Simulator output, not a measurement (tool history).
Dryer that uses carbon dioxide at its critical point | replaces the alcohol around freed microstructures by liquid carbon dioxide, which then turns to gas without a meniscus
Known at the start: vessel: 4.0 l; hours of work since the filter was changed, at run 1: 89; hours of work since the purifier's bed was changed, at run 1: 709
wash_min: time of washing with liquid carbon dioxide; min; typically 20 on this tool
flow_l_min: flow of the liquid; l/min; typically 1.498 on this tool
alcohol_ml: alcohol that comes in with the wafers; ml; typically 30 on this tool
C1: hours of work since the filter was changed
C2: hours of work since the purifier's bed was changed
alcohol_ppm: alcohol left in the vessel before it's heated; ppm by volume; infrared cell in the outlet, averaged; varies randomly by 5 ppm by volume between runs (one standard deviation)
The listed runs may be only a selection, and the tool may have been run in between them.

{"run": 1, "hour": 0.0, "wash_min": 20, "flow_l_min": 1.498, "alcohol_ml": 30, "C1": 89, "C2": 709, "alcohol_ppm": 157}
{"run": 2, "hour": 33.5, "wash_min": 20, "flow_l_min": 1.498, "alcohol_ml": 30, "C1": 107, "C2": 727, "alcohol_ppm": 159}
{"run": 3, "hour": 77.0, "wash_min": 31, "flow_l_min": 1.498, "alcohol_ml": 30, "C1": 131, "C2": 751, "alcohol_ppm": 166}
{"run": 4, "hour": 112.0, "wash_min": 20, "flow_l_min": 1.498, "alcohol_ml": 30, "C1": 151, "C2": 771, "alcohol_ppm": 181}
{"run": 5, "hour": 141.7, "wash_min": 20, "flow_l_min": 1.498, "alcohol_ml": 30, "C1": 167, "C2": 787, "alcohol_ppm": 174}
{"run": 6, "hour": 185.0, "wash_min": 18, "flow_l_min": 1.498, "alcohol_ml": 30, "C1": 191, "C2": 811, "alcohol_ppm": 189}
{"run": 7, "hour": 208.8, "wash_min": 18, "flow_l_min": 1.498, "alcohol_ml": 30, "C1": 204, "C2": 824, "alcohol_ppm": 204}
{"run": 8, "hour": 252.3, "wash_min": 18, "flow_l_min": 1.498, "alcohol_ml": 30, "C1": 228, "C2": 848, "alcohol_ppm": 188}
{"run": 9, "hour": 275.5, "wash_min": 18, "flow_l_min": 1.498, "alcohol_ml": 30, "C1": 241, "C2": 861, "alcohol_ppm": 200}
{"run": 10, "hour": 313.3, "wash_min": 16, "flow_l_min": 1.498, "alcohol_ml": 30, "C1": 262, "C2": 882, "alcohol_ppm": 229}
{"run": 11, "hour": 344.9, "wash_min": 20, "flow_l_min": 1.498, "alcohol_ml": 73, "C1": 280, "C2": 900, "alcohol_ppm": 218}
{"run": 12, "hour": 378.9, "wash_min": 20, "flow_l_min": 1.498, "alcohol_ml": 30, "C1": 299, "C2": 919, "alcohol_ppm": 205}
{"run": 13, "hour": 417.3, "wash_min": 20, "flow_l_min": 1.498, "alcohol_ml": 30, "C1": 320, "C2": 940, "alcohol_ppm": 217}
{"run": 14, "hour": 466.0, "wash_min": 20, "flow_l_min": 1.498, "alcohol_ml": 30, "C1": 347, "C2": 967, "alcohol_ppm": 211}
{"run": 15, "hour": 513.2, "wash_min": 20, "flow_l_min": 1.498, "alcohol_ml": 30, "C1": 373, "C2": 993, "alcohol_ppm": 229}
{"run": 16, "hour": 548.2, "wash_min": 20, "flow_l_min": 1.498, "alcohol_ml": 30, "C1": 392, "C2": 1012, "alcohol_ppm": 225}
{"run": 17, "hour": 574.8, "wash_min": 20, "flow_l_min": 1.73, "alcohol_ml": 30, "C1": 407, "C2": 1027, "alcohol_ppm": 219}
{"run": 18, "hour": 627.5, "wash_min": 20, "flow_l_min": 1.73, "alcohol_ml": 30, "C1": 436, "C2": 1056, "alcohol_ppm": 228}
{"run": 19, "hour": 654.4, "wash_min": 20, "flow_l_min": 1.73, "alcohol_ml": 30, "C1": 451, "C2": 1071, "alcohol_ppm": 226}
{"run": 20, "hour": 685.5, "wash_min": 20, "flow_l_min": 1.73, "alcohol_ml": 30, "C1": 468, "C2": 1088, "alcohol_ppm": 245}
{"run": 21, "hour": 715.1, "wash_min": 18, "flow_l_min": 1.498, "alcohol_ml": 30, "C1": 485, "C2": 1105, "alcohol_ppm": 238}
{"hour": 737.1, "done": "inlet filter changed"}
{"run": 22, "hour": 756.7, "wash_min": 20, "flow_l_min": 1.498, "alcohol_ml": 36, "C1": 11, "C2": 1127, "alcohol_ppm": 259}
{"run": 23, "hour": 799.0, "wash_min": 20, "flow_l_min": 1.498, "alcohol_ml": 30, "C1": 34, "C2": 1151, "alcohol_ppm": 246}
{"run": 24, "hour": 850.6, "wash_min": 20, "flow_l_min": 1.498, "alcohol_ml": 30, "C1": 63, "C2": 1179, "alcohol_ppm": 259}
{"run": 25, "hour": 901.5, "wash_min": 20, "flow_l_min": 1.498, "alcohol_ml": 30, "C1": 91, "C2": 1208, "alcohol_ppm": 257}
{"run": 26, "hour": 928.1, "wash_min": 14, "flow_l_min": 1.498, "alcohol_ml": 33, "C1": 106, "C2": 1222, "alcohol_ppm": 318}
{"run": 27, "hour": 975.7, "wash_min": 29, "flow_l_min": 1.28, "alcohol_ml": 113, "C1": 132, "C2": 1249, "alcohol_ppm": 278}
{"run": 28, "hour": 1016.9, "wash_min": 29, "flow_l_min": 1.28, "alcohol_ml": 113, "C1": 155, "C2": 1271, "alcohol_ppm": 283}
{"run": 29, "hour": 1039.5, "wash_min": 23, "flow_l_min": 1.32, "alcohol_ml": 24, "C1": 168, "C2": 1284, "alcohol_ppm": 265}
{"run": 30, "hour": 1067.5, "wash_min": 23, "flow_l_min": 1.32, "alcohol_ml": 24, "C1": 183, "C2": 1299, "alcohol_ppm": 278}
{"run": 31, "hour": 1096.9, "wash_min": 23, "flow_l_min": 2.17, "alcohol_ml": 24, "C1": 199, "C2": 1316, "alcohol_ppm": 275}
{"run": 32, "hour": 1141.1, "wash_min": 23, "flow_l_min": 2.17, "alcohol_ml": 24, "C1": 224, "C2": 1340, "alcohol_ppm": 284}
{"run": 33, "hour": 1163.3, "wash_min": 23, "flow_l_min": 2.48, "alcohol_ml": 44, "C1": 236, "C2": 1353, "alcohol_ppm": 280}
{"run": 34, "hour": 1187.9, "wash_min": 16, "flow_l_min": 1.64, "alcohol_ml": 105, "C1": 250, "C2": 1366, "alcohol_ppm": 339}
{"run": 35, "hour": 1216.9, "wash_min": 20, "flow_l_min": 1.498, "alcohol_ml": 107, "C1": 266, "C2": 1382, "alcohol_ppm": 318}
{"run": 36, "hour": 1241.8, "wash_min": 20, "flow_l_min": 1.498, "alcohol_ml": 107, "C1": 280, "C2": 1396, "alcohol_ppm": 323}
{"hour": 1268.5, "done": "purifier's bed changed"}
{"run": 37, "hour": 1276.4, "wash_min": 20, "flow_l_min": 1.498, "alcohol_ml": 29, "C1": 297, "C2": 4, "alcohol_ppm": 14}
{"run": 38, "hour": 1324.4, "wash_min": 23, "flow_l_min": 1.79, "alcohol_ml": 108, "C1": 324, "C2": 31, "alcohol_ppm": 18}
{"run": 39, "hour": 1349.0, "wash_min": 30, "flow_l_min": 1.79, "alcohol_ml": 92, "C1": 337, "C2": 45, "alcohol_ppm": 23}
{"run": 40, "hour": 1393.0, "wash_min": 30, "flow_l_min": 2.27, "alcohol_ml": 54, "C1": 362, "C2": 69, "alcohol_ppm": 26}
{"run": 41, "hour": 1418.3, "wash_min": 20, "flow_l_min": 1.44, "alcohol_ml": 30, "C1": 376, "C2": 83, "alcohol_ppm": 33}
{"run": 42, "hour": 1470.9, "wash_min": 20, "flow_l_min": 1.41, "alcohol_ml": 39, "C1": 405, "C2": 112, "alcohol_ppm": 52}
{"run": 43, "hour": 1493.6, "wash_min": 20, "flow_l_min": 1.41, "alcohol_ml": 39, "C1": 417, "C2": 125, "alcohol_ppm": 57}
{"run": 44, "hour": 1520.3, "wash_min": 21, "flow_l_min": 1.41, "alcohol_ml": 39, "C1": 432, "C2": 139, "alcohol_ppm": 54}
{"run": 45, "hour": 1573.5, "wash_min": 21, "flow_l_min": 1.41, "alcohol_ml": 39, "C1": 462, "C2": 169, "alcohol_ppm": 57}
{"run": 46, "hour": 1626.1, "wash_min": 21, "flow_l_min": 1.41, "alcohol_ml": 39, "C1": 491, "C2": 198, "alcohol_ppm": 58}
{"hour": 1633.8, "done": "inlet filter changed"}
{"run": 47, "hour": 1652.9, "wash_min": 20, "flow_l_min": 1.29, "alcohol_ml": 117, "C1": 11, "C2": 212, "alcohol_ppm": 116}

Here are 3 independent what-if runs from the current tool condition. What would each one return?
{"run": "A", "hour": 1678.2, "wash_min": 19, "flow_l_min": 1.498, "alcohol_ml": 28, "C1": 25, "C2": 226, "alcohol_ppm": "?"}
{"run": "B", "hour": 1678.2, "wash_min": 13, "flow_l_min": 1.29, "alcohol_ml": 117, "C1": 25, "C2": 226, "alcohol_ppm": "?"}
{"run": "C", "hour": 1678.2, "wash_min": 20, "flow_l_min": 2.09, "alcohol_ml": 117, "C1": 25, "C2": 226, "alcohol_ppm": "?"}

run=A alcohol_ppm=64
run=B alcohol_ppm=639
run=C alcohol_ppm=58
The same runs, with their run-to-run variation unchanged, on a tool lacking any hidden condition would have given:
run=A alcohol_ppm=16
run=B alcohol_ppm=584
run=C alcohol_ppm=9
